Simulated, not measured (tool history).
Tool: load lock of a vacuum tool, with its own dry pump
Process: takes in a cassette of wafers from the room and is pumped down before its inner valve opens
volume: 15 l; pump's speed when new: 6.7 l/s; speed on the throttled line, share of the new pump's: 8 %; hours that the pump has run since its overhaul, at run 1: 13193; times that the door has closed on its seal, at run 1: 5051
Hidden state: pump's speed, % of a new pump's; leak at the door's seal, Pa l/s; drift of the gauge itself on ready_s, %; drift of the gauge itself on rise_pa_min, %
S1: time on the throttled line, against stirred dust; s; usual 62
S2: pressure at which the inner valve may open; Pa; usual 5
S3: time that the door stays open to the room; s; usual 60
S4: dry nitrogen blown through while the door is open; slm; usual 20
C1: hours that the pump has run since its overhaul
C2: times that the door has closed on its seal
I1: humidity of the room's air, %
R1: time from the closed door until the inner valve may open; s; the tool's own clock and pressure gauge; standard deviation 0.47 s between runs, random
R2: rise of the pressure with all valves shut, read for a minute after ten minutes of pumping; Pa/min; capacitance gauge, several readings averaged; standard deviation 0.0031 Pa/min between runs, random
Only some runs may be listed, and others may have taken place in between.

Run 1, hour 0: usual settings; C1 13193; C2 5051; I1 43.3. Result: R1 82.7 s, R2 0.098 Pa/min.
Run 2, hour 207.7: usual settings; C1 13401; C2 5563; I1 46. Result: R1 82.3 s, R2 0.1 Pa/min.
Run 3, hour 314.2: usual settings; C1 13507; C2 5825; I1 42.8. Result: R1 82.7 s, R2 0.101 Pa/min.
Run 4, hour 418.3: usual settings; C1 13612; C2 6082; I1 42.7. Result: R1 81.8 s, R2 0.102 Pa/min.
Run 5, hour 588.3: usual settings; C1 13782; C2 6502; I1 47.2. Result: R1 82.8 s, R2 0.11 Pa/min.
Run 6, hour 736.7: usual settings; C1 13930; C2 6868; I1 46.4. Result: R1 82.8 s, R2 0.114 Pa/min.
Run 7, hour 863.8: usual settings but S1 108 s; C1 14057; C2 7181; I1 45.2. Result: R1 124 s, R2 0.107 Pa/min.
Run 8, hour 1012.3: usual settings but S1 32 s, S2 8 Pa, S3 221 s, S4 4 slm; C1 14205; C2 7547; I1 48.8. Result: R1 54.5 s, R2 0.214 Pa/min.
Run 9, hour 1144: usual settings but S1 32 s, S2 8 Pa, S3 73 s, S4 4 slm; C1 14337; C2 7872; I1 45.9. Result: R1 54.8 s, R2 0.148 Pa/min.
Run 10, hour 1262.5: usual settings but S1 32 s, S2 8 Pa, S3 73 s, S4 4 slm; C1 14456; C2 8164; I1 45.7. Result: R1 53.7 s, R2 0.152 Pa/min.
Run 11, hour 1449: usual settings but S1 88 s, S2 8 Pa, S3 73 s, S4 4 slm; C1 14642; C2 8624; I1 45.3. Result: R1 104.7 s, R2 0.153 Pa/min.
Run 12, hour 1545.5: usual settings but S1 40 s, S2 4 Pa, S3 73 s, S4 4 slm; C1 14739; C2 8862; I1 48. Result: R1 63.7 s, R2 0.166 Pa/min.

Alternative continuations, all from the tool just after run 12; predict every row:
Run A, hour 1715.1: usual settings but S1 40 s, S3 156 s, S4 4 slm; C1 14908; C2 9280; I1 42.9. Result: R1 ?, R2 ?.
Run B, hour 1715.1: usual settings but S3 150 s, S4 9 slm; C1 14908; C2 9280; I1 42.5. Result: R1 ?, R2 ?.
Run C, hour 1715.1: usual settings but S1 33 s, S2 4 Pa, S3 73 s, S4 4 slm; C1 14908; C2 9280; I1 47.8. Result: R1 ?, R2 ?.

run    R1     R2
  A  62.7  0.184
  B  83.4  0.164
  C  57.8  0.166
With the hidden condition removed and each run's random variation left untouched, the same runs would have given:
run    R1     R2
  A  58.9  0.148
  B  79.9  0.129
  C  53.8   0.13
